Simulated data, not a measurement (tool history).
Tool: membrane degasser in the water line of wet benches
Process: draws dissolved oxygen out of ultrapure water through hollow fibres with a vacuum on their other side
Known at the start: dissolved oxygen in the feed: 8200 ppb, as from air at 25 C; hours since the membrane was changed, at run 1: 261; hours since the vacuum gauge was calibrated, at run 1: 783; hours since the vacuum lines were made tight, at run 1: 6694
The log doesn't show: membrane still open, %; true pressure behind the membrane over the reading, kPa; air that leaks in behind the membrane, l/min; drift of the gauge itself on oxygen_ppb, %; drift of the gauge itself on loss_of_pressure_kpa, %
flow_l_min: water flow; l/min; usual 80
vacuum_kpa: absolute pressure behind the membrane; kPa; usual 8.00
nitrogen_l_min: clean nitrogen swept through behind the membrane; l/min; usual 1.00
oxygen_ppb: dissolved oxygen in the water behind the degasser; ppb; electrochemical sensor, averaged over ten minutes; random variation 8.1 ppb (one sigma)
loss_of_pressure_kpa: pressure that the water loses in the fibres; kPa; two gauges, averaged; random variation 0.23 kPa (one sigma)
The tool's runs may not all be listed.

| run | day | flow_l_min | vacuum_kpa | nitrogen_l_min | hours since the membrane was changed | hours since the vacuum gauge was calibrated | hours since the vacuum lines were made tight | oxygen_ppb | loss_of_pressure_kpa |
|---|---|---|---|---|---|---|---|---|---|
| 1 | 0.000 | 80 | 8.00 | 1.00 | 261 | 783 | 6694 | 813.9 | 58.95 |
| 2 | 2.550 | 80 | 10.67 | 1.00 | 323 | 845 | 6755 | 1107.6 | 58.83 |
| 3 | 4.554 | 80 | 10.67 | 1.00 | 371 | 893 | 6804 | 1109.4 | 59.40 |
| 4 | 6.988 | 80 | 10.67 | 1.00 | 429 | 951 | 6862 | 1121.1 | 58.94 |
| 5 | 9.938 | 80 | 10.67 | 1.00 | 500 | 1022 | 6933 | 1092.3 | 59.23 |
| 6 | 11.742 | 80 | 8.00 | 1.00 | 543 | 1065 | 6976 | 813.5 | 59.23 |
| 7 | 13.596 | 80 | 8.00 | 1.00 | 588 | 1110 | 7021 | 802.0 | 58.95 |
| 8 | 15.008 | 70 | 8.00 | 1.00 | 622 | 1144 | 7055 | 711.8 | 51.89 |
| 9 | 16.404 | 70 | 8.00 | 1.00 | 655 | 1177 | 7088 | 706.7 | 51.68 |
| 10 | 18.975 | 80 | 8.00 | 1.00 | 717 | 1239 | 7150 | 818.3 | 59.58 |
| 11 | 21.742 | 80 | 8.00 | 1.00 | 783 | 1305 | 7216 | 800.0 | 59.21 |
| 12 | 23.508 | 80 | 8.00 | 1.00 | 826 | 1348 | 7258 | 807.7 | 59.35 |
| 13 | 25.408 | 80 | 8.00 | 1.00 | 871 | 1393 | 7304 | 816.3 | 59.73 |
| 14 | 27.271 | 80 | 8.00 | 1.00 | 916 | 1438 | 7349 | 822.2 | 59.33 |
| 15 | 30.262 | 66 | 8.00 | 1.00 | 988 | 1510 | 7421 | 669.5 | 49.16 |
| 16 | 32.438 | 66 | 8.00 | 1.00 | 1040 | 1562 | 7473 | 674.2 | 48.84 |
| 17 | 34.017 | 101 | 6.64 | 1.03 | 1078 | 1600 | 7511 | 804.6 | 74.91 |
| 18 | 37.229 | 49 | 11.17 | 2.47 | 1155 | 1677 | 7588 | 411.0 | 36.58 |
| 19 | 39.200 | 79 | 11.63 | 0.87 | 1202 | 1724 | 7635 | 1277.4 | 58.89 |
| 20 | 40.725 | 50 | 6.57 | 1.00 | 1239 | 1761 | 7672 | 381.0 | 37.09 |
| 21 | 43.408 | 91 | 7.78 | 0.83 | 1303 | 1825 | 7736 | 968.0 | 67.64 |
| 22 | 45.608 | 91 | 13.11 | 1.18 | 1356 | 1878 | 7789 | 1404.1 | 67.43 |
| 23 | 48.075 | 98 | 8.00 | 1.00 | 1415 | 1937 | 7848 | 970.7 | 73.55 |
| 24 | 51.233 | 73 | 6.32 | 0.44 | 1491 | 2013 | 7924 | 785.7 | 54.41 |
| 25 | 52.908 | 73 | 6.32 | 0.44 | 1531 | 2053 | 7964 | 780.4 | 54.34 |
| 26 | 55.392 | 55 | 8.22 | 0.55 | 1591 | 2113 | 8024 | 815.6 | 41.51 |
| 27 | 58.542 | 61 | 8.30 | 1.00 | 1666 | 2188 | 8099 | 656.2 | 45.53 |
| 28 | 60.217 | 52 | 12.73 | 0.86 | 1706 | 2229 | 8139 | 1012.9 | 38.90 |
| 29 | 62.483 | 52 | 12.73 | 0.86 | 1761 | 2283 | 8194 | 1043.5 | 38.88 |

Some steps in loss_of_pressure_kpa between neighbouring runs. How much of each would the tool show without its hidden state too (settings, what came in, random variation), and how much is left for the hidden state, with any gauge scatter that isn't in both results?
Run 17 -> 18: flow_l_min 101 -> 49, vacuum_kpa 6.64 -> 11.17, nitrogen_l_min 1.03 -> 2.47. loss_of_pressure_kpa -38.33 kPa: hidden state -0.27, all else -38.06.
Run 20 -> 21: flow_l_min 50 -> 91, vacuum_kpa 6.57 -> 7.78, nitrogen_l_min 1.00 -> 0.83. loss_of_pressure_kpa +30.55 kPa: hidden state +0.32, all else +30.23.
